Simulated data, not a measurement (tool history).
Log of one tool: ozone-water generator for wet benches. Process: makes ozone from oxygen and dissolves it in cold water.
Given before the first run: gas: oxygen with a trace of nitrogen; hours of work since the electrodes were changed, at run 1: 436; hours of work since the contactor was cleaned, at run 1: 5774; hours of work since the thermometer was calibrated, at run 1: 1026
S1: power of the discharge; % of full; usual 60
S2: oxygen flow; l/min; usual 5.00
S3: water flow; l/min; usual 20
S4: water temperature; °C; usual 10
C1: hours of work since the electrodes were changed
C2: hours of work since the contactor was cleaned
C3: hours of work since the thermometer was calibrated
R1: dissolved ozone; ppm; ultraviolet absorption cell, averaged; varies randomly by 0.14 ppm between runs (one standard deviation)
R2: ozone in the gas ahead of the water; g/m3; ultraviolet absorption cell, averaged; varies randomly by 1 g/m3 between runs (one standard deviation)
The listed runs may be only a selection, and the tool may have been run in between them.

run	hour	S1	S2	S3	S4	C1	C2	C3	R1	R2
1	0.0	60	5.00	20	10	436	5774	1026	14.2	176.2
2	78.1	60	5.00	20	10	510	5847	1100	14.2	174.6
# hour 118.3: contactor cleaned
3	167.1	60	5.00	20	10	590	46	1180	15.4	174.1
4	247.4	60	5.00	20	10	666	122	1256	15.4	173.4
5	328.5	60	5.00	20	10	742	198	1332	15.6	173.5
6	385.5	60	8.32	20	10	796	252	1386	17.0	142.4
7	449.7	60	5.00	14	10	857	313	1447	20.5	173.9
8	506.7	60	5.00	14	10	910	366	1500	20.1	172.7
9	588.6	60	5.00	14	10	988	444	1578	20.5	172.3
10	657.9	60	5.00	14	10	1053	509	1643	20.5	174.1
11	717.6	60	5.00	20	10	1109	565	1699	15.5	174.2
12	755.9	60	5.00	20	13	1145	601	1735	14.6	173.6
13	832.0	60	5.00	20	13	1217	673	1807	14.6	174.0
14	887.2	60	5.36	31	13	1269	725	1859	10.2	170.3
15	965.0	60	5.36	31	13	1343	799	1933	10.2	168.0
16	1047.2	60	5.36	31	13	1420	876	2010	10.2	167.6
17	1117.9	42	7.41	20	10	1487	943	2077	11.8	107.7
18	1174.0	45	8.84	20	8	1540	996	2130	13.1	108.2
19	1227.2	64	8.84	20	8	1590	1046	2180	18.2	146.2
20	1302.1	61	3.01	30	7	1661	1117	2251	8.8	212.8
21	1350.9	99	2.94	25	9	1707	1163	2297	16.2	330.3
22	1417.8	99	2.94	22	9	1770	1226	2360	18.4	333.5
23	1463.6	61	4.71	12	5	1813	1269	2403	24.0	177.8
24	1525.7	82	4.31	20	6	1872	1328	2462	20.1	241.7
25	1576.3	82	4.31	27	6	1919	1375	2509	14.8	240.7
26	1612.4	82	4.31	24	17	1953	1410	2543	14.9	237.6

Here are 5 independent what-if runs from the current tool condition. What would each one return?
A	1690.8	53	3.17	20	17	2027	1483	2617	?	?
B	1690.8	60	5.00	20	13	2027	1483	2617	?	?
C	1690.8	61	2.85	14	10	2027	1483	2617	?	?
D	1690.8	40	5.00	20	10	2027	1483	2617	?	?
E	1690.8	100	4.31	15	17	2027	1483	2617	?	?

run	R1	R2
A	11.1	185.0
B	14.2	172.5
C	17.9	217.8
D	10.4	119.9
E	25.8	283.8
What these runs would have given with no unlogged condition in the tool:
run	R1	R2
A	11.7	189.3
B	15.0	177.0
C	18.8	223.6
D	10.8	121.7
E	27.6	295.3

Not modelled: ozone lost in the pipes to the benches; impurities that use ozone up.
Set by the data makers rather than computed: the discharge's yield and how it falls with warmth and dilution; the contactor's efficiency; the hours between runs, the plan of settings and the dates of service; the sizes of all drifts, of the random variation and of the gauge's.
